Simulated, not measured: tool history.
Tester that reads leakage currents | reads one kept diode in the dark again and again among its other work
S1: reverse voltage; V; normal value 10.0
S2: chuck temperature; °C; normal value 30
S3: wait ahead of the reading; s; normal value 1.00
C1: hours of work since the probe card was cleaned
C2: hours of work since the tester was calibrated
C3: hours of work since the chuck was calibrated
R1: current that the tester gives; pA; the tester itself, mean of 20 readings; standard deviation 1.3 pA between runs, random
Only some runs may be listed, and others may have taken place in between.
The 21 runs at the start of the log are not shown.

Run 22, hour 799.0: usual settings but S2 54 °C, S3 1.29 s; C1 1368; C2 41; C3 1826. Result: R1 2887.71 pA.
Run 23, hour 840.2: usual settings but S2 23 °C, S3 2.27 s; C1 1396; C2 69; C3 1854. Result: R1 266.56 pA.
At hour 851.8: probe card cleaned and baked.
At hour 863.7: tester calibrated, once more.
Run 24, hour 890.3: usual settings but S2 23 °C, S3 2.27 s; C1 24; C2 18; C3 1884. Result: R1 260.09 pA.
Run 25, hour 916.3: usual settings but S2 23 °C, S3 2.27 s; C1 42; C2 35; C3 1902. Result: R1 259.33 pA.
Run 26, hour 957.8: usual settings but S1 3.7 V, S2 23 °C, S3 4.45 s; C1 70; C2 63; C3 1930. Result: R1 144.77 pA.
Run 27, hour 1003.2: usual settings but S1 1.3 V, S2 60 °C, S3 2.55 s; C1 100; C2 94; C3 1960. Result: R1 1308.82 pA.
Run 28, hour 1051.2: usual settings but S1 7.9 V, S2 40 °C; C1 132; C2 126; C3 1992. Result: R1 898.77 pA.
Run 29, hour 1095.7: usual settings but S1 7.9 V, S2 40 °C; C1 162; C2 156; C3 2022. Result: R1 899.71 pA.
Run 30, hour 1118.6: usual settings but S1 7.9 V, S2 40 °C; C1 178; C2 171; C3 2038. Result: R1 897.10 pA.
Run 31, hour 1164.0: usual settings but S1 16.8 V; C1 208; C2 201; C3 2068. Result: R1 638.88 pA.
Run 32, hour 1198.2: usual settings but S1 11.8 V, S2 58 °C, S3 1.58 s; C1 231; C2 224; C3 2091. Result: R1 4199.15 pA.
Run 33, hour 1247.1: usual settings but S1 1.6 V, S2 56 °C, S3 0.92 s; C1 264; C2 257; C3 2124. Result: R1 1122.37 pA.
Run 34, hour 1273.9: usual settings but S1 14.3 V, S3 9.83 s; C1 282; C2 275; C3 2142. Result: R1 581.84 pA.
Run 35, hour 1294.4: usual settings but S1 14.3 V, S3 9.83 s; C1 296; C2 289; C3 2155. Result: R1 579.04 pA.
Run 36, hour 1330.9: usual settings but S1 14.3 V, S3 0.65 s; C1 320; C2 313; C3 2180. Result: R1 583.41 pA.
Run 37, hour 1367.5: usual settings but S1 1.3 V, S2 43 °C; C1 345; C2 338; C3 2204. Result: R1 390.60 pA.
Run 38, hour 1392.6: usual settings but S1 11.1 V, S2 53 °C; C1 361; C2 355; C3 2221. Result: R1 2872.87 pA.
Run 39, hour 1427.6: usual settings but S1 4.9 V, S2 50 °C; C1 385; C2 378; C3 2245. Result: R1 1436.14 pA.
Run 40, hour 1476.9: usual settings but S1 4.9 V, S2 50 °C; C1 418; C2 411; C3 2278. Result: R1 1424.11 pA.

Alternative continuations, all from the tool just after run 40; predict every row:
Run A, hour 1511.1: usual settings but S1 3.0 V, S2 27 °C, S3 1.83 s; C1 441; C2 434; C3 2301. Result: R1 ?.
Run B, hour 1511.1: usual settings but S3 3.52 s; C1 441; C2 434; C3 2301. Result: R1 ?.
Run C, hour 1511.1: usual settings but S1 16.0 V, S2 25 °C; C1 441; C2 434; C3 2301. Result: R1 ?.
Run D, hour 1511.1: usual settings but S1 6.6 V, S2 27 °C, S3 0.38 s; C1 441; C2 434; C3 2301. Result: R1 ?.

run      R1
  A  180.95
  B  476.34
  C  415.39
  D  290.70
The same runs, with their run-to-run variation unchanged, on a tool lacking any hidden condition would have given:
run      R1
  A  169.41
  B  446.09
  C  386.96
  D  271.88
